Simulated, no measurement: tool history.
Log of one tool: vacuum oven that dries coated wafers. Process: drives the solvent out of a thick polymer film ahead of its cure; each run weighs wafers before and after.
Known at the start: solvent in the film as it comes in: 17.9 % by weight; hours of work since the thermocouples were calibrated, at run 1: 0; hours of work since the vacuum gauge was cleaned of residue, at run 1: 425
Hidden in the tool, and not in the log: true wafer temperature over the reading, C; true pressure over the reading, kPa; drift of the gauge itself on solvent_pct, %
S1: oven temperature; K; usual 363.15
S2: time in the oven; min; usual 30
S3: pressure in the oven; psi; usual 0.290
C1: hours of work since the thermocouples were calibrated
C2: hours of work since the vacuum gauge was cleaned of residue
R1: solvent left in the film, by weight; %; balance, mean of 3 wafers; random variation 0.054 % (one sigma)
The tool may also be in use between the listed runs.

run 1 hour=0.0 | S1=363.15 S2=30 S3=0.290 | C1=0 C2=425 | R1=2.34
run 2 hour=35.4 | S1=363.15 S2=30 S3=0.290 | C1=16 C2=441 | R1=2.32
run 3 hour=53.6 | S1=363.15 S2=30 S3=0.290 | C1=25 C2=450 | R1=2.29
run 4 hour=90.3 | S1=363.15 S2=30 S3=0.290 | C1=42 C2=466 | R1=2.34
run 5 hour=112.9 | S1=363.15 S2=30 S3=0.290 | C1=52 C2=477 | R1=2.40
run 6 hour=146.3 | S1=363.15 S2=30 S3=0.290 | C1=68 C2=492 | R1=2.38
run 7 hour=188.4 | S1=363.15 S2=30 S3=0.216 | C1=87 C2=512 | R1=2.11
run 8 hour=220.3 | S1=363.15 S2=30 S3=0.290 | C1=102 C2=527 | R1=2.28
run 9 hour=244.0 | S1=363.15 S2=30 S3=0.290 | C1=113 C2=538 | R1=2.30
run 10 hour=271.7 | S1=363.15 S2=30 S3=0.290 | C1=126 C2=550 | R1=2.38
run 11 hour=297.0 | S1=353.15 S2=30 S3=0.290 | C1=137 C2=562 | R1=5.41
run 12 hour=338.3 | S1=353.15 S2=30 S3=0.290 | C1=156 C2=581 | R1=5.28
run 13 hour=375.1 | S1=376.15 S2=30 S3=0.290 | C1=173 C2=598 | R1=0.67
run 14 hour=406.3 | S1=376.15 S2=17 S3=0.290 | C1=188 C2=612 | R1=1.56
run 15 hour=442.5 | S1=370.15 S2=30 S3=0.290 | C1=204 C2=629 | R1=1.16
run 16 hour=462.9 | S1=370.15 S2=30 S3=0.290 | C1=214 C2=639 | R1=1.10
run 17 hour=496.9 | S1=363.15 S2=30 S3=0.290 | C1=230 C2=654 | R1=2.34
run 18 hour=519.4 | S1=349.15 S2=30 S3=0.290 | C1=240 C2=665 | R1=6.85
run 19 hour=558.0 | S1=349.15 S2=30 S3=0.290 | C1=258 C2=683 | R1=6.87
run 20 hour=577.7 | S1=363.15 S2=30 S3=0.290 | C1=267 C2=692 | R1=2.37
run 21 hour=607.2 | S1=363.15 S2=30 S3=0.290 | C1=281 C2=705 | R1=2.44
run 22 hour=641.6 | S1=369.15 S2=30 S3=0.145 | C1=296 C2=721 | R1=1.03
run 23 hour=662.4 | S1=369.15 S2=24 S3=0.714 | C1=306 C2=731 | R1=2.70
run 24 hour=696.3 | S1=369.15 S2=24 S3=0.213 | C1=322 C2=746 | R1=1.65
-- hour=701.1 vacuum gauge cleaned of residue and calibrated
run 25 hour=726.0 | S1=365.15 S2=46 S3=0.289 | C1=335 C2=12 | R1=1.02
run 26 hour=768.2 | S1=362.15 S2=20 S3=0.161 | C1=354 C2=31 | R1=4.07
-- hour=796.6 vacuum gauge cleaned of residue and calibrated, once more
run 27 hour=803.3 | S1=374.15 S2=30 S3=0.290 | C1=370 C2=3 | R1=0.72
run 28 hour=835.4 | S1=353.15 S2=43 S3=0.290 | C1=385 C2=18 | R1=3.77
run 29 hour=872.0 | S1=365.15 S2=30 S3=0.345 | C1=401 C2=35 | R1=2.08
run 30 hour=908.7 | S1=365.15 S2=30 S3=0.345 | C1=418 C2=52 | R1=2.12
run 31 hour=947.5 | S1=363.15 S2=33 S3=0.199 | C1=436 C2=70 | R1=1.85
run 32 hour=977.1 | S1=363.15 S2=33 S3=0.199 | C1=450 C2=83 | R1=1.77
run 33 hour=1004.1 | S1=361.15 S2=21 S3=0.146 | C1=462 C2=96 | R1=4.24
run 34 hour=1043.5 | S1=361.15 S2=21 S3=0.146 | C1=481 C2=114 | R1=4.15
run 35 hour=1076.1 | S1=370.15 S2=38 S3=0.290 | C1=496 C2=129 | R1=0.81
run 36 hour=1105.3 | S1=367.15 S2=38 S3=0.439 | C1=509 C2=143 | R1=1.47
run 37 hour=1148.5 | S1=363.15 S2=39 S3=0.702 | C1=529 C2=163 | R1=2.75
run 38 hour=1173.7 | S1=363.15 S2=37 S3=0.892 | C1=541 C2=174 | R1=3.41
run 39 hour=1210.0 | S1=363.15 S2=37 S3=0.365 | C1=558 C2=191 | R1=2.00

Forecast each of these 5 alternatives for the next run:
run A hour=1230.5 | S1=350.15 S2=30 S3=0.290 | C1=567 C2=200 | R1=?
run B hour=1230.5 | S1=363.15 S2=37 S3=0.210 | C1=567 C2=200 | R1=?
run C hour=1230.5 | S1=371.15 S2=37 S3=0.911 | C1=567 C2=200 | R1=?
run D hour=1230.5 | S1=363.15 S2=22 S3=0.365 | C1=567 C2=200 | R1=?
run E hour=1230.5 | S1=369.15 S2=37 S3=0.158 | C1=567 C2=200 | R1=?

run=A R1=6.51
run=B R1=1.53
run=C R1=2.05
run=D R1=3.92
run=E R1=0.73
Without the tool's hidden state the same runs would have given:
run=A R1=6.30
run=B R1=1.42
run=C R1=1.98
run=D R1=3.74
run=E R1=0.68
